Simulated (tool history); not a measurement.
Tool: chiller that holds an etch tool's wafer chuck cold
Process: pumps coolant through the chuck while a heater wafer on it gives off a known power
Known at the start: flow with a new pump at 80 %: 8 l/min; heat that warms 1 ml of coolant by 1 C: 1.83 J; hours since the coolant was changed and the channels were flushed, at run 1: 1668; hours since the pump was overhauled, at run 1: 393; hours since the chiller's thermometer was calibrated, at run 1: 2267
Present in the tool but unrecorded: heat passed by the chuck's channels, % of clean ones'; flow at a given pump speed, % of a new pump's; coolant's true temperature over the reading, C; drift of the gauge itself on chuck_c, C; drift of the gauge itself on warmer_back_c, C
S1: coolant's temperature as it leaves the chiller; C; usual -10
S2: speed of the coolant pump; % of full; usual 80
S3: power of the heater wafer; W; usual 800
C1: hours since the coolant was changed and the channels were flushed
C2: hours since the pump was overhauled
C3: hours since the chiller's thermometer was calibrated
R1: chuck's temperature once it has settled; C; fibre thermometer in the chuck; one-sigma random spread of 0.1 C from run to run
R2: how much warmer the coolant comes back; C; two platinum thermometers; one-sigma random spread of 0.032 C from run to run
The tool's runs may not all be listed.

run 1 hour=0.0 | S1=-10 S2=80 S3=800 | C1=1668 C2=393 C3=2267 | R1=1.6 R2=3.30
run 2 hour=60.4 | S1=-3 S2=80 S3=800 | C1=1729 C2=453 C3=2327 | R1=8.7 R2=3.30
run 3 hour=125.4 | S1=-3 S2=80 S3=800 | C1=1794 C2=518 C3=2392 | R1=8.6 R2=3.31
run 4 hour=190.2 | S1=-3 S2=80 S3=800 | C1=1858 C2=583 C3=2457 | R1=8.5 R2=3.29
-- hour=219.2 chiller's thermometer calibrated
run 5 hour=226.2 | S1=-3 S2=80 S3=800 | C1=1893 C2=618 C3=7 | R1=8.4 R2=3.23
run 6 hour=275.2 | S1=-3 S2=80 S3=544 | C1=1942 C2=667 C3=56 | R1=4.7 R2=2.27
run 7 hour=340.8 | S1=-3 S2=80 S3=544 | C1=2008 C2=733 C3=122 | R1=4.8 R2=2.27
run 8 hour=371.5 | S1=-3 S2=80 S3=544 | C1=2039 C2=763 C3=152 | R1=4.8 R2=2.29
run 9 hour=434.3 | S1=-3 S2=80 S3=544 | C1=2102 C2=826 C3=215 | R1=4.8 R2=2.27
run 10 hour=472.8 | S1=-11 S2=80 S3=800 | C1=2140 C2=865 C3=254 | R1=0.6 R2=3.36
run 11 hour=523.9 | S1=-11 S2=80 S3=800 | C1=2191 C2=916 C3=305 | R1=0.7 R2=3.31
run 12 hour=589.0 | S1=-11 S2=80 S3=800 | C1=2256 C2=981 C3=370 | R1=0.6 R2=3.32
run 13 hour=630.9 | S1=-10 S2=80 S3=800 | C1=2298 C2=1023 C3=412 | R1=1.8 R2=3.34
run 14 hour=686.0 | S1=-8 S2=80 S3=800 | C1=2353 C2=1078 C3=467 | R1=3.8 R2=3.27
run 15 hour=718.2 | S1=-10 S2=77 S3=800 | C1=2385 C2=1110 C3=499 | R1=2.0 R2=3.47
run 16 hour=774.0 | S1=-10 S2=77 S3=800 | C1=2441 C2=1166 C3=555 | R1=1.8 R2=3.43
run 17 hour=823.4 | S1=-10 S2=82 S3=800 | C1=2491 C2=1215 C3=604 | R1=1.7 R2=3.20
run 18 hour=880.3 | S1=-8 S2=80 S3=444 | C1=2547 C2=1272 C3=661 | R1=-1.6 R2=1.81
run 19 hour=946.7 | S1=-8 S2=65 S3=488 | C1=2614 C2=1339 C3=727 | R1=0.4 R2=2.47
run 20 hour=1003.7 | S1=-8 S2=65 S3=488 | C1=2671 C2=1396 C3=784 | R1=0.1 R2=2.53
run 21 hour=1054.8 | S1=-8 S2=71 S3=800 | C1=2722 C2=1447 C3=836 | R1=4.8 R2=3.79
run 22 hour=1110.4 | S1=-10 S2=80 S3=785 | C1=2778 C2=1502 C3=891 | R1=1.9 R2=3.28
run 23 hour=1165.2 | S1=-10 S2=80 S3=785 | C1=2832 C2=1557 C3=946 | R1=1.7 R2=3.27
run 24 hour=1208.0 | S1=-10 S2=80 S3=785 | C1=2875 C2=1600 C3=989 | R1=1.8 R2=3.27
run 25 hour=1240.1 | S1=-10 S2=80 S3=785 | C1=2907 C2=1632 C3=1021 | R1=1.8 R2=3.29
run 26 hour=1301.9 | S1=-12 S2=92 S3=474 | C1=2969 C2=1694 C3=1083 | R1=-5.4 R2=1.77
run 27 hour=1336.8 | S1=-2 S2=89 S3=785 | C1=3004 C2=1729 C3=1118 | R1=9.3 R2=2.93
run 28 hour=1376.6 | S1=-9 S2=100 S3=929 | C1=3044 C2=1769 C3=1157 | R1=3.3 R2=3.13
run 29 hour=1431.6 | S1=-9 S2=100 S3=929 | C1=3099 C2=1824 C3=1212 | R1=3.4 R2=3.09
run 30 hour=1499.2 | S1=-17 S2=88 S3=929 | C1=3166 C2=1891 C3=1280 | R1=-3.7 R2=3.56
run 31 hour=1550.0 | S1=-10 S2=82 S3=1030 | C1=3217 C2=1942 C3=1331 | R1=5.3 R2=4.22

For some of the steps in R1 from one run to the next: how much would appear even if the tool had no hidden state, given the settings, what came in and random variation, and how much remains for the hidden state plus any gauge scatter that the measured result and the result without hidden state don't share?
Run 20 -> 21: S2 65 -> 71, S3 488 -> 800. R1 +4.7 C: hidden state +0.5, all else +4.2.
Run 25 -> 26: S1 -10 -> -12, S2 80 -> 92, S3 785 -> 474. R1 -7.2 C: hidden state -0.6, all else -6.6.
Run 26 -> 27: S1 -12 -> -2, S2 92 -> 89, S3 474 -> 785. R1 +14.7 C: hidden state +0.5, all else +14.2.
Run 30 -> 31: S1 -17 -> -10, S2 88 -> 82, S3 929 -> 1030. R1 +9.0 C: hidden state +0.3, all else +8.7.
